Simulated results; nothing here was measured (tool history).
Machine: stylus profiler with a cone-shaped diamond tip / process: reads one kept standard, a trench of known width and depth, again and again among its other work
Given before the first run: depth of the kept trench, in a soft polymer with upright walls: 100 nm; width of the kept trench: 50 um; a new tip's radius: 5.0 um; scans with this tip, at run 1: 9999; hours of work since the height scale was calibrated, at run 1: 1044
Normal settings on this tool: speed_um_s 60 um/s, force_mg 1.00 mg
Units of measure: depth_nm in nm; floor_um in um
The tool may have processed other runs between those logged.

| run | day | speed_um_s | force_mg | scans with this tip | hours of work since the height scale was calibrated | depth_nm | floor_um |
|---|---|---|---|---|---|---|---|
| 1 | 0.000 | 60 | 1.00 | 9999 | 1044 | 100.02 | 47.14 |
| 2 | 3.367 | 60 | 1.00 | 10566 | 1103 | 100.11 | 47.15 |
| 3 | 7.338 | 60 | 1.00 | 11235 | 1173 | 99.95 | 47.15 |
| 4 | 11.996 | 87 | 1.00 | 12019 | 1255 | 99.84 | 46.86 |
| 5 | 15.133 | 31 | 1.00 | 12548 | 1310 | 99.85 | 47.33 |
|  | 18.517 | height scale calibrated on a step standard |
| 6 | 20.233 | 31 | 1.00 | 13403 | 30 | 100.33 | 47.29 |
| 7 | 23.179 | 60 | 1.00 | 13899 | 82 | 100.29 | 47.08 |
| 8 | 25.779 | 60 | 1.00 | 14337 | 128 | 100.42 | 47.01 |
| 9 | 31.067 | 60 | 1.00 | 15228 | 221 | 100.28 | 47.01 |
| 10 | 35.888 | 75 | 1.00 | 16040 | 305 | 100.27 | 46.91 |
| 11 | 38.229 | 75 | 1.00 | 16434 | 347 | 100.11 | 46.81 |
| 12 | 40.917 | 33 | 1.00 | 16887 | 394 | 100.18 | 47.20 |
| 13 | 45.683 | 60 | 0.35 | 17690 | 478 | 100.11 | 46.57 |
| 14 | 48.688 | 60 | 0.35 | 18196 | 531 | 100.00 | 46.54 |
| 15 | 53.588 | 60 | 1.00 | 19021 | 617 | 100.15 | 46.92 |
| 16 | 57.888 | 60 | 1.00 | 19745 | 692 | 100.15 | 46.91 |
| 17 | 62.412 | 60 | 1.00 | 20507 | 772 | 100.10 | 46.84 |
| 18 | 66.779 | 102 | 0.80 | 21242 | 849 | 99.89 | 46.37 |
| 19 | 70.954 | 102 | 0.80 | 21946 | 922 | 100.12 | 46.31 |
| 20 | 76.075 | 102 | 0.80 | 22808 | 1012 | 99.95 | 46.31 |
| 21 | 81.100 | 75 | 1.28 | 23655 | 1101 | 100.08 | 46.68 |
| 22 | 85.112 | 228 | 1.00 | 24330 | 1171 | 99.94 | 45.33 |
|  | 87.954 | new tip fitted, height scale calibrated |
| 23 | 89.475 | 60 | 0.56 | 256 | 27 | 100.39 | 47.30 |
| 24 | 94.496 | 163 | 2.62 | 1102 | 115 | 100.78 | 47.04 |
| 25 | 96.800 | 84 | 1.44 | 1489 | 156 | 100.55 | 47.36 |
| 26 | 99.521 | 84 | 1.44 | 1948 | 203 | 100.40 | 47.35 |
| 27 | 102.267 | 53 | 0.72 | 2410 | 252 | 100.14 | 47.44 |
| 28 | 107.638 | 119 | 0.83 | 3315 | 346 | 100.34 | 46.79 |
| 29 | 110.517 | 152 | 1.00 | 3800 | 397 | 100.24 | 46.63 |
| 30 | 115.979 | 60 | 1.10 | 4719 | 493 | 100.26 | 47.33 |
| 31 | 119.521 | 27 | 0.35 | 5316 | 555 | 99.92 | 47.42 |
| 32 | 121.846 | 90 | 1.00 | 5708 | 596 | 100.14 | 47.07 |

The logged runs with the hidden state left out (each run's random variation unchanged):
Hidden conditions of the tool in this case: radius of the tip, um; height scale over the true one, %; drift of the gauge itself on depth_nm, %; drift of the gauge itself on floor_um, %.
| run | depth_nm | floor_um |
|---|---|---|
| 1 | 100.46 | 47.47 |
| 2 | 100.57 | 47.50 |
| 3 | 100.45 | 47.52 |
| 4 | 100.38 | 47.25 |
| 5 | 100.41 | 47.74 |
| 6 | 100.33 | 47.72 |
| 7 | 100.31 | 47.53 |
| 8 | 100.46 | 47.47 |
| 9 | 100.37 | 47.49 |
| 10 | 100.39 | 47.42 |
| 11 | 100.25 | 47.33 |
| 12 | 100.35 | 47.73 |
| 13 | 100.32 | 47.13 |
| 14 | 100.22 | 47.11 |
| 15 | 100.42 | 47.51 |
| 16 | 100.44 | 47.52 |
| 17 | 100.44 | 47.48 |
| 18 | 100.26 | 47.03 |
| 19 | 100.52 | 46.98 |
| 20 | 100.38 | 47.01 |
| 21 | 100.55 | 47.40 |
| 22 | 100.45 | 46.07 |
| 23 | 100.39 | 47.29 |
| 24 | 100.81 | 47.06 |
| 25 | 100.60 | 47.39 |
| 26 | 100.48 | 47.39 |
| 27 | 100.24 | 47.50 |
| 28 | 100.48 | 46.89 |
| 29 | 100.41 | 46.74 |
| 30 | 100.47 | 47.48 |
| 31 | 100.16 | 47.58 |
| 32 | 100.40 | 47.25 |
